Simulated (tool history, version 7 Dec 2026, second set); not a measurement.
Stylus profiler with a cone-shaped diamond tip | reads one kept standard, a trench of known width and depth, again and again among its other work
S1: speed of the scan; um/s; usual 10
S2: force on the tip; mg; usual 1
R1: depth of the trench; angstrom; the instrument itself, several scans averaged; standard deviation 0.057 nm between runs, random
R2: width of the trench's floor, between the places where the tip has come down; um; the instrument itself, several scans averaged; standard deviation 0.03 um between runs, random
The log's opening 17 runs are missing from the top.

run 18 hour=1306.6 | S1=10 S2=0.9 | R1=999.9 R2=47.57
run 19 hour=1385.5 | S1=7 S2=2.66 | R1=1004.7 R2=47.57
run 20 hour=1475.1 | S1=7 S2=2.66 | R1=1003.1 R2=47.52
-- hour=1494.5 new tip fitted, height scale calibrated
run 21 hour=1539.3 | S1=7 S2=2.66 | R1=1007.3 R2=48.5
run 22 hour=1630.2 | S1=12 S2=0.79 | R1=1003.5 R2=48.29
run 23 hour=1709.7 | S1=12 S2=0.79 | R1=1002.3 R2=48.24
run 24 hour=1789.6 | S1=3 S2=0.79 | R1=1003 R2=48.31
run 25 hour=1849.2 | S1=3 S2=0.79 | R1=1002.2 R2=48.21
run 26 hour=1956.2 | S1=31 S2=0.75 | R1=1002.7 R2=47.75
run 27 hour=2065.6 | S1=15 S2=1.37 | R1=1003 R2=47.93
run 28 hour=2167.1 | S1=30 S2=2.4 | R1=1005 R2=47.76
run 29 hour=2249.3 | S1=30 S2=2.4 | R1=1006 R2=47.67
run 30 hour=2358.2 | S1=37 S2=2.64 | R1=1005.2 R2=47.58

Here are 5 independent what-if runs from the current tool condition. What would each one return?
run A hour=2420.1 | S1=5 S2=0.97 | R1=? R2=?
run B hour=2420.1 | S1=4 S2=0.51 | R1=? R2=?
run C hour=2420.1 | S1=3 S2=1.09 | R1=? R2=?
run D hour=2420.1 | S1=20 S2=2.64 | R1=? R2=?
run E hour=2420.1 | S1=2 S2=2.64 | R1=? R2=?

run=A R1=1001.8 R2=47.73
run=B R1=999.4 R2=47.65
run=C R1=1002.3 R2=47.77
run=D R1=1005 R2=47.64
run=E R1=1004.5 R2=47.75
Stripped of hidden state, with their random variation kept, the same runs would have yielded:
run=A R1=1004.2 R2=48.56
run=B R1=1001.9 R2=48.47
run=C R1=1004.8 R2=48.59
run=D R1=1007.5 R2=48.47
run=E R1=1007 R2=48.58

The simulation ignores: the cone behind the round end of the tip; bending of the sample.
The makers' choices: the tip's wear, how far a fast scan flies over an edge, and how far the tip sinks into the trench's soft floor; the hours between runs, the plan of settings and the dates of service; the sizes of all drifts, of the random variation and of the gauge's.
